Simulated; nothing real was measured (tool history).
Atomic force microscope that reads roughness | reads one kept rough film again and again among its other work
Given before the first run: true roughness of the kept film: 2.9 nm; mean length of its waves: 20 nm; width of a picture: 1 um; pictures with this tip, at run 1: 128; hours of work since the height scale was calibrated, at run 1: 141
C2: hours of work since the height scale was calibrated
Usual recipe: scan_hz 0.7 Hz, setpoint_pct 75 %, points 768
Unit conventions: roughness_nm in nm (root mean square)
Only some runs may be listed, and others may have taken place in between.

run 1 hour=0 | scan_hz=0.7 setpoint_pct=75 points=768 | pictures_with_this_tip=128 C2=141 | roughness_nm=1.901
run 2 hour=9.1 | scan_hz=0.7 setpoint_pct=69 points=768 | pictures_with_this_tip=147 C2=149 | roughness_nm=1.865
run 3 hour=15.7 | scan_hz=0.7 setpoint_pct=69 points=768 | pictures_with_this_tip=160 C2=154 | roughness_nm=1.83
run 4 hour=24.6 | scan_hz=0.7 setpoint_pct=69 points=768 | pictures_with_this_tip=179 C2=161 | roughness_nm=1.794
-- hour=38.2 new tip fitted
run 5 hour=38.2 | scan_hz=0.7 setpoint_pct=75 points=768 | pictures_with_this_tip=0 C2=171 | roughness_nm=2.281
run 6 hour=49 | scan_hz=0.7 setpoint_pct=75 points=768 | pictures_with_this_tip=22 C2=180 | roughness_nm=2.209
run 7 hour=58.1 | scan_hz=0.7 setpoint_pct=66 points=768 | pictures_with_this_tip=41 C2=187 | roughness_nm=2.18
run 8 hour=64.8 | scan_hz=0.7 setpoint_pct=66 points=768 | pictures_with_this_tip=55 C2=192 | roughness_nm=2.152
run 9 hour=70.6 | scan_hz=0.7 setpoint_pct=66 points=768 | pictures_with_this_tip=67 C2=197 | roughness_nm=2.093
run 10 hour=80.4 | scan_hz=0.7 setpoint_pct=66 points=768 | pictures_with_this_tip=87 C2=204 | roughness_nm=2.047
run 11 hour=89.5 | scan_hz=0.7 setpoint_pct=62 points=768 | pictures_with_this_tip=106 C2=212 | roughness_nm=1.997
run 12 hour=95.2 | scan_hz=0.7 setpoint_pct=62 points=768 | pictures_with_this_tip=118 C2=216 | roughness_nm=1.969
run 13 hour=100.9 | scan_hz=0.7 setpoint_pct=62 points=768 | pictures_with_this_tip=129 C2=221 | roughness_nm=1.932
run 14 hour=114.1 | scan_hz=0.7 setpoint_pct=62 points=768 | pictures_with_this_tip=157 C2=231 | roughness_nm=1.869
run 15 hour=122.8 | scan_hz=0.7 setpoint_pct=75 points=337 | pictures_with_this_tip=175 C2=238 | roughness_nm=1.769
run 16 hour=132.4 | scan_hz=0.7 setpoint_pct=75 points=280 | pictures_with_this_tip=194 C2=246 | roughness_nm=1.698
-- hour=138.3 new tip fitted
run 17 hour=144.3 | scan_hz=0.7 setpoint_pct=75 points=280 | pictures_with_this_tip=12 C2=255 | roughness_nm=2.179
run 18 hour=151.8 | scan_hz=0.7 setpoint_pct=75 points=768 | pictures_with_this_tip=27 C2=260 | roughness_nm=2.199
run 19 hour=162.2 | scan_hz=0.7 setpoint_pct=75 points=768 | pictures_with_this_tip=49 C2=269 | roughness_nm=2.111
run 20 hour=168.4 | scan_hz=0.7 setpoint_pct=75 points=768 | pictures_with_this_tip=62 C2=274 | roughness_nm=2.071
run 21 hour=174.1 | scan_hz=0.7 setpoint_pct=75 points=768 | pictures_with_this_tip=74 C2=278 | roughness_nm=2.046
run 22 hour=185.1 | scan_hz=0.7 setpoint_pct=75 points=768 | pictures_with_this_tip=96 C2=287 | roughness_nm=1.985
run 23 hour=197.2 | scan_hz=0.7 setpoint_pct=75 points=768 | pictures_with_this_tip=121 C2=296 | roughness_nm=1.92
run 24 hour=203.5 | scan_hz=0.7 setpoint_pct=75 points=768 | pictures_with_this_tip=134 C2=301 | roughness_nm=1.865
run 25 hour=212.2 | scan_hz=0.7 setpoint_pct=75 points=768 | pictures_with_this_tip=152 C2=308 | roughness_nm=1.838
run 26 hour=221.4 | scan_hz=0.7 setpoint_pct=75 points=768 | pictures_with_this_tip=171 C2=316 | roughness_nm=1.794
run 27 hour=234.3 | scan_hz=0.7 setpoint_pct=75 points=768 | pictures_with_this_tip=198 C2=326 | roughness_nm=1.752
-- hour=239.2 new tip fitted
run 28 hour=244.4 | scan_hz=0.7 setpoint_pct=75 points=918 | pictures_with_this_tip=11 C2=333 | roughness_nm=2.271
run 29 hour=256.3 | scan_hz=0.531 setpoint_pct=65 points=918 | pictures_with_this_tip=36 C2=343 | roughness_nm=2.235
run 30 hour=268 | scan_hz=1.925 setpoint_pct=64 points=952 | pictures_with_this_tip=60 C2=352 | roughness_nm=2.072
run 31 hour=277.3 | scan_hz=1.55 setpoint_pct=84 points=768 | pictures_with_this_tip=79 C2=359 | roughness_nm=1.859
run 32 hour=285 | scan_hz=1.109 setpoint_pct=84 points=900 | pictures_with_this_tip=95 C2=365 | roughness_nm=1.892
run 33 hour=296.4 | scan_hz=1.109 setpoint_pct=84 points=900 | pictures_with_this_tip=118 C2=374 | roughness_nm=1.82
run 34 hour=309.1 | scan_hz=0.7 setpoint_pct=80 points=318 | pictures_with_this_tip=145 C2=384 | roughness_nm=1.811
run 35 hour=322.2 | scan_hz=0.7 setpoint_pct=80 points=318 | pictures_with_this_tip=172 C2=395 | roughness_nm=1.754
run 36 hour=333 | scan_hz=1.013 setpoint_pct=75 points=518 | pictures_with_this_tip=194 C2=403 | roughness_nm=1.724
-- hour=339 new tip fitted
run 37 hour=340.4 | scan_hz=0.836 setpoint_pct=75 points=490 | pictures_with_this_tip=3 C2=409 | roughness_nm=2.219
run 38 hour=348.7 | scan_hz=0.836 setpoint_pct=84 points=328 | pictures_with_this_tip=20 C2=415 | roughness_nm=2.079
run 39 hour=361.2 | scan_hz=0.748 setpoint_pct=61 points=588 | pictures_with_this_tip=45 C2=425 | roughness_nm=2.16
run 40 hour=372.9 | scan_hz=0.748 setpoint_pct=61 points=588 | pictures_with_this_tip=70 C2=434 | roughness_nm=2.087
run 41 hour=379 | scan_hz=0.519 setpoint_pct=79 points=674 | pictures_with_this_tip=82 C2=439 | roughness_nm=2.019
run 42 hour=384.6 | scan_hz=1.554 setpoint_pct=70 points=811 | pictures_with_this_tip=94 C2=444 | roughness_nm=1.905
run 43 hour=396.4 | scan_hz=0.906 setpoint_pct=76 points=811 | pictures_with_this_tip=118 C2=453 | roughness_nm=1.87
run 44 hour=403 | scan_hz=2.462 setpoint_pct=67 points=369 | pictures_with_this_tip=132 C2=458 | roughness_nm=1.748
run 45 hour=412.3 | scan_hz=1.598 setpoint_pct=58 points=929 | pictures_with_this_tip=151 C2=466 | roughness_nm=1.857
run 46 hour=418.8 | scan_hz=1.598 setpoint_pct=55 points=536 | pictures_with_this_tip=165 C2=471 | roughness_nm=1.821
run 47 hour=430 | scan_hz=1.598 setpoint_pct=55 points=536 | pictures_with_this_tip=188 C2=480 | roughness_nm=1.781
-- hour=439.5 new tip fitted
run 48 hour=442 | scan_hz=1.72 setpoint_pct=83 points=625 | pictures_with_this_tip=5 C2=489 | roughness_nm=2.02
run 49 hour=448.2 | scan_hz=0.7 setpoint_pct=75 points=920 | pictures_with_this_tip=18 C2=494 | roughness_nm=2.248
run 50 hour=454.7 | scan_hz=0.58 setpoint_pct=64 points=721 | pictures_with_this_tip=32 C2=499 | roughness_nm=2.225
run 51 hour=463.7 | scan_hz=0.58 setpoint_pct=64 points=721 | pictures_with_this_tip=50 C2=506 | roughness_nm=2.168
run 52 hour=474.7 | scan_hz=0.587 setpoint_pct=75 points=388 | pictures_with_this_tip=73 C2=515 | roughness_nm=2.051
run 53 hour=486.3 | scan_hz=0.587 setpoint_pct=67 points=613 | pictures_with_this_tip=97 C2=524 | roughness_nm=2.03
run 54 hour=496.6 | scan_hz=1.313 setpoint_pct=75 points=819 | pictures_with_this_tip=118 C2=532 | roughness_nm=1.892

Below, some changes in roughness_nm between adjacent runs. For each, the amount present without the hidden state too (settings, incoming material, random variation) and the amount remaining for the hidden state with gauge scatter not shared by both compared results:
The tool's hidden condition here consists of: radius of the tip, nm; height scale over the true one, %; drift of the gauge itself on roughness_nm, %.
Run 4 -> 5: setpoint_pct 69 -> 75, new tip fitted. roughness_nm +0.487 nm (root mean square): hidden state +0.508, all else -0.021.
Run 27 -> 28: points 768 -> 918, new tip fitted. roughness_nm +0.519 nm (root mean square): hidden state +0.522, all else -0.003.
Run 36 -> 37: scan_hz 1.013 -> 0.836, points 518 -> 490, new tip fitted. roughness_nm +0.495 nm (root mean square): hidden state +0.477, all else +0.018.
Run 47 -> 48: scan_hz 1.598 -> 1.72, setpoint_pct 55 -> 83, points 536 -> 625, new tip fitted. roughness_nm +0.239 nm (root mean square): hidden state +0.522, all else -0.283.

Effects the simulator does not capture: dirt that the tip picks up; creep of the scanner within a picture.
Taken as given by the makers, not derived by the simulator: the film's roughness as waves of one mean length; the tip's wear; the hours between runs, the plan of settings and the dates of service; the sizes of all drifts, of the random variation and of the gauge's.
